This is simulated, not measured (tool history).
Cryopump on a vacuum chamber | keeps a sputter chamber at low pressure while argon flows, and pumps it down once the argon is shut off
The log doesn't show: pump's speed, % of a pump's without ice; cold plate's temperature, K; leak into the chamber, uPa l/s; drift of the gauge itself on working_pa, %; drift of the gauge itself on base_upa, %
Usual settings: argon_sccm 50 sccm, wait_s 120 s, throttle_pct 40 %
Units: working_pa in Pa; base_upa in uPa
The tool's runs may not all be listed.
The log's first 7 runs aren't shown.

| run | hour | argon_sccm | wait_s | throttle_pct | hours of work since the pump was warmed up and emptied | hours of work since the cold head was overhauled | hours of work since the chamber's fittings were tightened | working_pa | base_upa |
|---|---|---|---|---|---|---|---|---|---|
| 8 | 220.7 | 50 | 25 | 40 | 145 | 1312 | 1670 | 0.1148 | 2.57 |
| 9 | 251.5 | 50 | 25 | 40 | 165 | 1333 | 1691 | 0.1171 | 2.59 |
| 10 | 276.8 | 50 | 25 | 40 | 182 | 1349 | 1707 | 0.1168 | 2.68 |
| 11 | 304.5 | 50 | 25 | 40 | 200 | 1367 | 1725 | 0.1173 | 2.66 |
| 12 | 344.6 | 50 | 25 | 40 | 227 | 1394 | 1752 | 0.1199 | 2.65 |
| 13 | 373.9 | 50 | 41 | 40 | 246 | 1413 | 1771 | 0.1197 | 1.85 |
| 14 | 418.2 | 50 | 104 | 40 | 275 | 1442 | 1800 | 0.1212 | 1.08 |
| 15 | 442 | 50 | 104 | 40 | 291 | 1458 | 1816 | 0.1213 | 1.08 |
| 16 | 471.3 | 50 | 120 | 40 | 310 | 1477 | 1835 | 0.1234 | 1.03 |
| 17 | 519.6 | 50 | 264 | 40 | 342 | 1509 | 1867 | 0.1258 | 0.82 |
| 18 | 545.9 | 60 | 91 | 40 | 359 | 1526 | 1884 | 0.1519 | 1.18 |
|  | 578.4 | pump warmed up, emptied and cooled again |
| 19 | 599.5 | 27 | 66 | 28 | 14 | 1558 | 1916 | 0.087 | 1.3 |
| 20 | 643.3 | 50 | 274 | 21 | 43 | 1587 | 1945 | 0.2104 | 0.67 |
| 21 | 673.9 | 24 | 274 | 56 | 63 | 1607 | 1965 | 0.0391 | 0.69 |
| 22 | 710.2 | 37 | 120 | 39 | 87 | 1631 | 1989 | 0.0861 | 0.92 |
| 23 | 730 | 37 | 233 | 25 | 100 | 1644 | 2002 | 0.1324 | 0.74 |
| 24 | 758.7 | 37 | 233 | 25 | 119 | 1663 | 2021 | 0.1334 | 0.79 |
| 25 | 797.3 | 21 | 210 | 55 | 144 | 1688 | 2046 | 0.0364 | 0.8 |

The next listed run, before its measurement:
| 26 | 823.2 | 92 | 90 | 16 | 161 | 1705 | 2063 | ? | ? |

working_pa: 0.5134 Pa
base_upa: 1.14 uPa
Without the tool's hidden state the same run would have given working_pa 0.5001 Pa, base_upa 0.74 uPa.

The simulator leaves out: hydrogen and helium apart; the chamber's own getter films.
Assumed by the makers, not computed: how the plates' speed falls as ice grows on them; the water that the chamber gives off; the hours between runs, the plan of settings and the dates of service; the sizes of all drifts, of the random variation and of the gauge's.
